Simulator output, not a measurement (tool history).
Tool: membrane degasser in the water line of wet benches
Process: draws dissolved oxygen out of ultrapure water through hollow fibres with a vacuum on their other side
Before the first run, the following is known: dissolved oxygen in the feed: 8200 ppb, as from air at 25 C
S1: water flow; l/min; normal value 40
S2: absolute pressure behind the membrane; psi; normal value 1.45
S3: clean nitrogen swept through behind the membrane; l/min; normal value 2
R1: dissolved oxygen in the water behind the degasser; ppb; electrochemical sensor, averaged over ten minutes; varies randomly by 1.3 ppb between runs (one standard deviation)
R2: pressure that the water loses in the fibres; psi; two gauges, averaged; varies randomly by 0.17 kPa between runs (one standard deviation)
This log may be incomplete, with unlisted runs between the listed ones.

run,hour,S1,S2,S3,R1,R2
1,0,40,1.45,2,306.9,4.105
2,180.6,40,1.45,2,305.7,4.107
3,308.8,40,1.45,1.37,414.4,4.123
4,403.7,40,0.91,2,150.8,4.118
5,523,40,0.91,2,149.8,4.141
6,750.3,40,1.45,2,305.3,4.121
7,941.1,40,1.45,2,307.6,4.103
8,1113.9,40,1.45,2,307,4.181
9,1347,40,1.45,2,310.5,4.151
10,1569.2,40,1.45,2,310.1,4.164
11,1688.7,40,1.45,2,308.7,4.129
12,1818.8,29,1.07,1.08,243.5,3.002
13,1946.1,29,1.46,1.67,269.3,2.96
14,2178.4,61,2.83,5.02,503.9,6.344
15,2332.7,38,2.83,5.02,299.9,3.881
16,2431.8,42,3.25,2.2,783.7,4.355
17,2526.5,52,3.25,2.05,990,5.379
18,2632.3,43,0.87,1.92,154.9,4.386
19,2823.4,43,1.65,5.52,170.5,4.419
20,3032.6,58,1.07,2,310,5.989
21,3164.3,31,1.45,2,245.1,3.229
22,3324.7,40,1.45,1.17,478.5,4.116

Forecast each of these 4 alternatives for the next run:
A,3525.4,48,1.45,0.87,?,?
B,3525.4,40,1.09,1.08,?,?
C,3525.4,40,1.45,5.25,?,?
D,3525.4,41,3.22,0.97,?,?

run,R1,R2
A,691.7,4.985
B,333.3,4.096
C,137.8,4.097
D,1406.8,4.205
What these runs would have given with no unlogged condition in the tool:
run,R1,R2
A,674.9,4.983
B,325.2,4.094
C,134.5,4.094
D,1372.7,4.203

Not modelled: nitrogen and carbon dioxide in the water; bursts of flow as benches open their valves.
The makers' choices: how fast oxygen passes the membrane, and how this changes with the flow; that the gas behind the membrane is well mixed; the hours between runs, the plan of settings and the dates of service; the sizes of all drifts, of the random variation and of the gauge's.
